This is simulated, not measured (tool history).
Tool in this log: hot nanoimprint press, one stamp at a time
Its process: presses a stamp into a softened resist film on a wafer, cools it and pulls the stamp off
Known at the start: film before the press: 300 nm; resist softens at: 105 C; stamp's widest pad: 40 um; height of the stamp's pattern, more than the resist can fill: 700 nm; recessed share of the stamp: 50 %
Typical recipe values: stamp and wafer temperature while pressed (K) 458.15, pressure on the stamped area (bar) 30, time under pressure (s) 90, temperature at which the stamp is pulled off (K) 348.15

| run | day | stamp and wafer temperature while pressed (K) | pressure on the stamped area (bar) | time under pressure (s) | temperature at which the stamp is pulled off (K) | resist left under the stamp's widest pad (Å) | greatest force while the stamp is pulled off (N) |
|---|---|---|---|---|---|---|---|
| 1 | 0 | 458.15 | 30 | 90 | 348.15 | 1097 | 222 |
| 2 | 0.55 | 458.15 | 30 | 90 | 348.15 | 1091 | 214 |
| 3 | 0.883 | 458.15 | 30 | 90 | 348.15 | 1090 | 213 |
| 4 | 1.15 | 458.15 | 44 | 90 | 348.15 | 895 | 215 |
| 5 | 1.542 | 458.15 | 44 | 90 | 348.15 | 910 | 213 |
| 6 | 1.917 | 458.15 | 30 | 90 | 348.15 | 1092 | 212 |
| 7 | 2.262 | 458.15 | 27 | 90 | 348.15 | 1131 | 213 |
| 8 | 2.9 | 458.15 | 27 | 90 | 348.15 | 1155 | 216 |
| 9 | 3.254 | 468.15 | 30 | 90 | 348.15 | 777 | 222 |
| 10 | 3.621 | 458.15 | 23.8 | 90 | 344.15 | 1205 | 235 |

What will run 11 give?
| 11 | 3.921 | 454.15 | 18.6 | 55 | 344.15 | ? | ? |

resist left under the stamp's widest pad (Å): 1807
greatest force while the stamp is pulled off (N): 235
The same run, on a tool lacking any hidden state, would have yielded resist left under the stamp's widest pad (Å) 1807, greatest force while the stamp is pulled off (N) 235.
